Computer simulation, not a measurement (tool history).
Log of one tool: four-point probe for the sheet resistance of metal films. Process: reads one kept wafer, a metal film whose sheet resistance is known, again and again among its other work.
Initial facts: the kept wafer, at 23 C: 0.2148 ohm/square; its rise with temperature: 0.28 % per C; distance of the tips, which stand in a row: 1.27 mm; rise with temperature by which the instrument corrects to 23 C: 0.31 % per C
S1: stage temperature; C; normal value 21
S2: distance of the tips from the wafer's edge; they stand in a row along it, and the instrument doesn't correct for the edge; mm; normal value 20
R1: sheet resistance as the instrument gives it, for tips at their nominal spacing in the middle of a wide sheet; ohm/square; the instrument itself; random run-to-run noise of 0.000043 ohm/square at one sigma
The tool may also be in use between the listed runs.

{"run": 1, "day": 0.0, "S1": 21, "S2": 20, "R1": 0.215316}
{"run": 2, "day": 2.458, "S1": 21, "S2": 20, "R1": 0.215284}
{"run": 3, "day": 5.183, "S1": 24, "S2": 20, "R1": 0.215108}
{"run": 4, "day": 7.492, "S1": 21, "S2": 33, "R1": 0.215024}
{"run": 5, "day": 11.108, "S1": 21, "S2": 33, "R1": 0.215019}
{"run": 6, "day": 13.825, "S1": 21, "S2": 33, "R1": 0.21503}
{"run": 7, "day": 15.654, "S1": 21, "S2": 33, "R1": 0.215035}
{"run": 8, "day": 18.1, "S1": 23, "S2": 20, "R1": 0.215239}
{"run": 9, "day": 19.833, "S1": 23, "S2": 20, "R1": 0.215162}
{"run": 10, "day": 22.9, "S1": 24, "S2": 32, "R1": 0.214871}
{"run": 11, "day": 24.775, "S1": 21, "S2": 28, "R1": 0.21508}
{"run": 12, "day": 27.35, "S1": 21, "S2": 28, "R1": 0.2151}
{"day": 27.596, "done": "stage's thermometer calibrated"}
{"run": 13, "day": 29.225, "S1": 34, "S2": 14, "R1": 0.215247}
{"run": 14, "day": 31.588, "S1": 34, "S2": 14, "R1": 0.215235}
{"run": 15, "day": 34.983, "S1": 25, "S2": 24, "R1": 0.215007}
{"day": 38.221, "done": "stage's thermometer calibrated, once more"}
{"run": 16, "day": 38.525, "S1": 32, "S2": 14, "R1": 0.214767}
{"run": 17, "day": 42.042, "S1": 32, "S2": 14, "R1": 0.214677}
{"run": 18, "day": 43.946, "S1": 20, "S2": 4, "R1": 0.225475}

Forecast each of these 3 alternatives for the next run:
{"run": "A", "day": 45.833, "S1": 18, "S2": 13, "R1": "?"}
{"run": "B", "day": 45.833, "S1": 26, "S2": 25, "R1": "?"}
{"run": "C", "day": 45.833, "S1": 28, "S2": 29, "R1": "?"}

run=A R1=0.215647
run=B R1=0.214451
run=C R1=0.214269
The same runs, with their run-to-run variation unchanged, on a tool lacking any hidden condition would have given:
run=A R1=0.216159
run=B R1=0.214960
run=C R1=0.214778
